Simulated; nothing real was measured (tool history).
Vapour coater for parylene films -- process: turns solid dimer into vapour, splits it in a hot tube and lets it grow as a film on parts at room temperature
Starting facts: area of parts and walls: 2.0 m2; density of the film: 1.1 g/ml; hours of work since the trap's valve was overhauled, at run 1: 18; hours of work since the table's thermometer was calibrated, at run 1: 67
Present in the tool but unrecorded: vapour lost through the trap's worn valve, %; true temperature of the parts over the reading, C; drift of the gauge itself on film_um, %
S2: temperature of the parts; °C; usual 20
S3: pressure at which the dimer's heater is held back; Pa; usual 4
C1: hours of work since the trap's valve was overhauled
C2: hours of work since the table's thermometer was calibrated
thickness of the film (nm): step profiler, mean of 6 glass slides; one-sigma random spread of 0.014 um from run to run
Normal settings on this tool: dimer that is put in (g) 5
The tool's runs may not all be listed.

Run 1, hour 0: usual settings; C1 18; C2 67. Result: thickness of the film (nm) 1130.
Run 2, hour 11.1: usual settings but S3 8.55 Pa; C1 25; C2 74. Result: thickness of the film (nm) 1030.
Run 3, hour 25.2: usual settings but S3 3.02 Pa; C1 35; C2 84. Result: thickness of the film (nm) 1140.
Run 4, hour 38.1: usual settings but S3 3.02 Pa; C1 43; C2 92. Result: thickness of the film (nm) 1140.
Run 5, hour 45.5: usual settings; C1 48; C2 97. Result: thickness of the film (nm) 1120.
Run 6, hour 54.3: usual settings; C1 54; C2 103. Result: thickness of the film (nm) 1110.
Run 7, hour 64.5: usual settings but S3 7.93 Pa; C1 61; C2 110. Result: thickness of the film (nm) 1050.
At hour 69.9: trap's valve overhauled.
Run 8, hour 80.8: usual settings but S3 7.93 Pa; C1 7; C2 119. Result: thickness of the film (nm) 1040.
Run 9, hour 88: usual settings but dimer that is put in (g) 3, S2 31 °C, S3 2.51 Pa; C1 12; C2 124. Result: thickness of the film (nm) 430.
Run 10, hour 102: usual settings but dimer that is put in (g) 6, S2 16 °C, S3 9.46 Pa; C1 22; C2 133. Result: thickness of the film (nm) 1420.

Run 11 is up next; what results do you expect?
Run 11, hour 110.3: usual settings but dimer that is put in (g) 4, S2 16 °C, S3 9.46 Pa; C1 27; C2 139. Result: thickness of the film (nm) ?.

For run 11 the tool returned thickness of the film (nm) 930.
Without the tool's hidden state the same run would have given thickness of the film (nm) 990.

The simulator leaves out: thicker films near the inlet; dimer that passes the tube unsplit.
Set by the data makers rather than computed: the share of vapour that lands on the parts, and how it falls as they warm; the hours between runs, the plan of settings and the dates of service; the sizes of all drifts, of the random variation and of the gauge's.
